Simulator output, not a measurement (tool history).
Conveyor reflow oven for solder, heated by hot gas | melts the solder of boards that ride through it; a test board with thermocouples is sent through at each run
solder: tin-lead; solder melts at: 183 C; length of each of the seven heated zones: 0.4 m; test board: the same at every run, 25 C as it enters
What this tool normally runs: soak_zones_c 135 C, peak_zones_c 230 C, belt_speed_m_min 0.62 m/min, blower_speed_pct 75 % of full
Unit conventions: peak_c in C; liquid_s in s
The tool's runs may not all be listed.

run   hour  soak_zones_c  peak_zones_c  belt_speed_m_min  blower_speed_pct  peak_c  liquid_s
  1      0           135           230              0.62                75   214.6      55.7
  2    9.4           123           230              0.62                75   212.3      49.2
  3   16.2           123           230              0.62                75   212.2      49.6
  4   28.1           123           230              0.62                75   213.2      49.6
  5   38.3           123           230              0.62                75   212.1      49.7
  6   43.7           135           230              0.62                53   207.7      46.5
  7   53.5           135           234              0.62                53   210.8      50.2
  8   64.5           135           234              0.62                53   211.1        50
  9   74.3           135           230             0.708                75     210      44.3
 10   84.5           135           230              0.56                75   217.4      64.4
 11     90           135           230             0.522                75   220.2      71.5
 12  101.6           135           230             0.522                75   219.1      71.3
 13  110.4           135           230             0.593                75   216.8      59.5
 14  118.8           135           230               0.5                75   219.8      75.2
 15  123.7           135           230               0.5                75   220.3      76.4
 16  132.4           129           230               0.5                80     221        74
 17  140.5           142           237             0.638                54   214.8      53.4
 18  146.4           148           230             0.605                51   210.2      55.9
 19  154.7           128           230             0.709                53   199.5      28.9
 20  165.8           147           240             0.587                77   227.2      73.6
 21  176.4           129           230             0.694                75     210      42.1
 22  182.7           135           230              0.56                51   210.2      55.4
 23  192.9           149           230              0.56                51   213.8      64.9
 24    205           139           230              0.59                76   216.8      61.9
 25  216.8           146           228             0.548                75   217.9      70.9
 26  223.9           142           228             0.713                57   203.2        38
 27  233.4           142           228             0.713                57   203.3      38.4
 28  242.1           142           228             0.713                57   203.3      37.7
 29    247           138           226             0.504                75   216.8      73.1
 30  251.9           138           226             0.504                75     217        73

Predict each of these 5 candidate next runs independently; none follows another, all start after run 30:
  A  260.9           136           230             0.625                75       ?         ?
  B  260.9           138           223             0.599                65       ?         ?
  C  260.9           124           226             0.504                71       ?         ?
  D  260.9           138           226             0.504                52       ?         ?
  E  260.9           138           226             0.674                75       ?         ?

run  peak_c  liquid_s
  A   214.6      56.3
  B   207.5      51.3
  C   214.7      65.9
  D     211      65.1
  E   208.6      46.1
With no hidden state in the tool, these same runs would have given:
run  peak_c  liquid_s
  A   214.7      56.5
  B   207.5      51.4
  C   214.8      66.1
  D     211      65.2
  E   208.7      46.2

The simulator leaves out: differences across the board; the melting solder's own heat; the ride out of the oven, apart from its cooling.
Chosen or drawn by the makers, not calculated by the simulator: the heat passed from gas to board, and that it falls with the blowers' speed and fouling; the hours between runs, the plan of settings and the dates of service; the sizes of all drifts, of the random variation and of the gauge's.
